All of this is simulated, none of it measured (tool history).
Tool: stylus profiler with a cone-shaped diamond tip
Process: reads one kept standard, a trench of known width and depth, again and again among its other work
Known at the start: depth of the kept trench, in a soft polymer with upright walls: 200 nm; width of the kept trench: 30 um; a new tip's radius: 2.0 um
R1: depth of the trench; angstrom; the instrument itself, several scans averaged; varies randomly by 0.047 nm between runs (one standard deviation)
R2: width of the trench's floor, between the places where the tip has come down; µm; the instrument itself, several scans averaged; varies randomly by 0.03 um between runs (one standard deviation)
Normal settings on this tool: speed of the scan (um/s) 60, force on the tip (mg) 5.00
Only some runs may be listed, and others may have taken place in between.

Run 1, hour 0.0: usual settings. Result: R1 2030.2 angstrom, R2 27.93 µm.
Run 2, hour 34.7: usual settings. Result: R1 2030.7 angstrom, R2 27.79 µm.
Run 3, hour 78.1: usual settings. Result: R1 2029.3 angstrom, R2 27.83 µm.
Run 4, hour 133.5: usual settings. Result: R1 2028.9 angstrom, R2 27.73 µm.
Run 5, hour 164.0: usual settings. Result: R1 2028.9 angstrom, R2 27.80 µm.
Run 6, hour 203.1: usual settings. Result: R1 2029.2 angstrom, R2 27.67 µm.
Run 7, hour 249.7: usual settings. Result: R1 2028.1 angstrom, R2 27.65 µm.
Run 8, hour 306.1: usual settings. Result: R1 2028.3 angstrom, R2 27.58 µm.
Run 9, hour 363.0: usual settings. Result: R1 2028.6 angstrom, R2 27.56 µm.
Run 10, hour 404.9: usual settings but force on the tip (mg) 3.65. Result: R1 2022.3 angstrom, R2 27.52 µm.
Run 11, hour 456.1: usual settings but force on the tip (mg) 3.65. Result: R1 2021.3 angstrom, R2 27.50 µm.
Run 12, hour 490.3: usual settings but force on the tip (mg) 3.65. Result: R1 2020.5 angstrom, R2 27.48 µm.
Run 13, hour 515.7: usual settings but force on the tip (mg) 7.83. Result: R1 2037.1 angstrom, R2 27.47 µm.
Run 14, hour 564.1: usual settings but force on the tip (mg) 7.83. Result: R1 2037.6 angstrom, R2 27.46 µm.
Run 15, hour 587.4: usual settings. Result: R1 2026.0 angstrom, R2 27.42 µm.
Run 16, hour 612.1: usual settings but speed of the scan (um/s) 77. Result: R1 2025.3 angstrom, R2 27.30 µm.
Run 17, hour 649.8: usual settings but force on the tip (mg) 12.24. Result: R1 2051.2 angstrom, R2 27.36 µm.
Run 18, hour 681.3: usual settings but force on the tip (mg) 4.33. Result: R1 2023.2 angstrom, R2 27.23 µm.
Run 19, hour 714.7: usual settings but force on the tip (mg) 12.04. Result: R1 2050.0 angstrom, R2 27.31 µm.
Run 20, hour 769.7: usual settings but speed of the scan (um/s) 24, force on the tip (mg) 13.76. Result: R1 2053.3 angstrom, R2 27.39 µm.
Run 21, hour 822.6: usual settings but speed of the scan (um/s) 87, force on the tip (mg) 2.12. Result: R1 2009.5 angstrom, R2 27.00 µm.
Run 22, hour 866.2: usual settings but speed of the scan (um/s) 87, force on the tip (mg) 2.12. Result: R1 2008.9 angstrom, R2 26.97 µm.
Run 23, hour 897.1: usual settings but speed of the scan (um/s) 87, force on the tip (mg) 2.12. Result: R1 2008.1 angstrom, R2 26.95 µm.
Run 24, hour 925.3: usual settings but speed of the scan (um/s) 36, force on the tip (mg) 13.03. Result: R1 2049.6 angstrom, R2 27.26 µm.
Run 25, hour 963.8: usual settings but speed of the scan (um/s) 126. Result: R1 2021.1 angstrom, R2 26.91 µm.
Run 26, hour 1006.6: usual settings but speed of the scan (um/s) 126. Result: R1 2031.2 angstrom, R2 26.82 µm.
Run 27, hour 1055.0: usual settings but speed of the scan (um/s) 132, force on the tip (mg) 3.32. Result: R1 2023.5 angstrom, R2 26.75 µm.
Run 28, hour 1084.4: usual settings but speed of the scan (um/s) 132, force on the tip (mg) 3.32. Result: R1 2023.9 angstrom, R2 26.70 µm.
Run 29, hour 1133.8: usual settings but speed of the scan (um/s) 211, force on the tip (mg) 9.61. Result: R1 2047.2 angstrom, R2 26.64 µm.
Run 30, hour 1189.2: usual settings but speed of the scan (um/s) 104, force on the tip (mg) 8.17. Result: R1 2042.1 angstrom, R2 26.83 µm.
Run 31, hour 1239.1: usual settings but speed of the scan (um/s) 104, force on the tip (mg) 8.17. Result: R1 2041.4 angstrom, R2 26.87 µm.
Run 32, hour 1271.4: usual settings but speed of the scan (um/s) 203, force on the tip (mg) 4.13. Result: R1 2025.3 angstrom, R2 26.38 µm.
Run 33, hour 1326.1: usual settings but speed of the scan (um/s) 203, force on the tip (mg) 4.13. Result: R1 2025.8 angstrom, R2 26.34 µm.
Run 34, hour 1380.4: usual settings but speed of the scan (um/s) 113, force on the tip (mg) 7.58. Result: R1 2038.1 angstrom, R2 26.72 µm.
Run 35, hour 1414.6: usual settings but speed of the scan (um/s) 28, force on the tip (mg) 3.10. Result: R1 2020.3 angstrom, R2 26.91 µm.

Between the runs listed above, the log contained 2 entries, not reproduced here. Where in the sequence does each belong, and how does what the log doesn't record of the tool's condition differ from the listed run before to the listed run after?
Between runs 19 and 20: height scale calibrated on a step standard (hour 719.2)
  radius of the tip, um: 4.14 -> 4.27; height scale over the true one, %: -0.278 -> -0.395
  the result without the hidden state subtracted from the measured one, R1: -5.7 -> -8.2 angstrom; R2: -0.80 -> -0.83 µm
Between runs 25 and 26: height scale calibrated on a step standard, once more (hour 975.3)
  radius of the tip, um: 4.74 -> 4.85; height scale over the true one, %: -0.459 -> 0.003
  the result without the hidden state subtracted from the measured one, R1: -9.4 -> +0.0 angstrom; R2: -0.98 -> -1.02 µm
